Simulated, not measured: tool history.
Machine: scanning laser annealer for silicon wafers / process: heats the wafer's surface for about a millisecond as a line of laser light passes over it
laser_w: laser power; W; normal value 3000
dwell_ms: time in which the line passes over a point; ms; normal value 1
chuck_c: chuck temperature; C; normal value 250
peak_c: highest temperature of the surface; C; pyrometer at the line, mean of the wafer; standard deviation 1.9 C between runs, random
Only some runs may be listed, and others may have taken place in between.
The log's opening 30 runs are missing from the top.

run 31 hour=1863.2 | laser_w=2824 dwell_ms=0.93 chuck_c=256 | peak_c=1004
run 32 hour=1917.4 | laser_w=2824 dwell_ms=0.93 chuck_c=221 | peak_c=963
run 33 hour=1987.8 | laser_w=3009 dwell_ms=1.16 chuck_c=237 | peak_c=1108
run 34 hour=2055.4 | laser_w=2936 dwell_ms=0.78 chuck_c=290 | peak_c=983
run 35 hour=2122.6 | laser_w=3272 dwell_ms=1 chuck_c=228 | peak_c=1089
-- hour=2185.1 window over the wafer cleaned
run 36 hour=2186.3 | laser_w=3272 dwell_ms=1 chuck_c=228 | peak_c=1133
run 37 hour=2239.7 | laser_w=3272 dwell_ms=1 chuck_c=228 | peak_c=1128
run 38 hour=2298 | laser_w=3139 dwell_ms=1 chuck_c=254 | peak_c=1110
run 39 hour=2363.6 | laser_w=3139 dwell_ms=1 chuck_c=254 | peak_c=1103

Alternative continuations, all from the tool just after run 39; predict every row:
run A hour=2445.7 | laser_w=2601 dwell_ms=1 chuck_c=272 | peak_c=?
run B hour=2445.7 | laser_w=3109 dwell_ms=1.01 chuck_c=237 | peak_c=?
run C hour=2445.7 | laser_w=2840 dwell_ms=0.72 chuck_c=250 | peak_c=?
run D hour=2445.7 | laser_w=3009 dwell_ms=0.73 chuck_c=233 | peak_c=?
run E hour=2445.7 | laser_w=2941 dwell_ms=1.17 chuck_c=252 | peak_c=?

run=A peak_c=973
run=B peak_c=1073
run=C peak_c=899
run=D peak_c=924
run=E peak_c=1105
With the hidden condition removed and each run's random variation left untouched, the same runs would have given:
run=A peak_c=1004
run=B peak_c=1111
run=C peak_c=928
run=D peak_c=955
run=E peak_c=1143
